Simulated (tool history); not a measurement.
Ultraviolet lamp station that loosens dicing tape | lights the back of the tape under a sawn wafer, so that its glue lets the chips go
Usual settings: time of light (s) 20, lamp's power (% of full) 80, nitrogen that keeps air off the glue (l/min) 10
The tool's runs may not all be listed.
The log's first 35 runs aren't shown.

run     day  time of light (s)  lamp's power (% of full)  nitrogen that keeps air off the glue (l/min)  hours of work of the lamp  hours of work since the window was cleaned  force that peels the tape off (N)  light that reached the tape (mJ/cm2)
 36  35.596                 11                        77                                             9                        440                                          90                              2.535                                   114
 37  36.254                 11                        77                                             9                        450                                         101                              2.530                                   112
 38  36.958                 11                        77                                             9                        462                                         112                              2.625                                   114
 39  37.608                 10                        77                                             4                        473                                         123                              3.747                                   101
 40  38.692                 10                        77                                             4                        490                                         141                              3.669                                    97
 41  39.875                 20                        68                                            10                        510                                         160                              1.438                                   174
 42  40.629                 12                        98                                             4                        522                                         172                              2.767                                   150
 43  41.496                 12                        98                                             4                        536                                         187                              2.705                                   152

Forecast each of these 4 alternatives for the next run:
  A  42.821                 39                        81                                             6                        558                                         208                                  ?                                     ?
  B  42.821                 39                        92                                             5                        558                                         208                                  ?                                     ?
  C  42.821                 13                        73                                            17                        558                                         208                                  ?                                     ?
  D  42.821                 23                        96                                            12                        558                                         208                                  ?                                     ?

run  force that peels the tape off (N)  light that reached the tape (mJ/cm2)
  A                              0.432                                   391
  B                              0.400                                   450
  C                              1.908                                   118
  D                              0.539                                   272
Without the tool's hidden state the same runs would have given:
run  force that peels the tape off (N)  light that reached the tape (mJ/cm2)
  A                              0.228                                   509
  B                              0.214                                   585
  C                              1.308                                   154
  D                              0.287                                   354
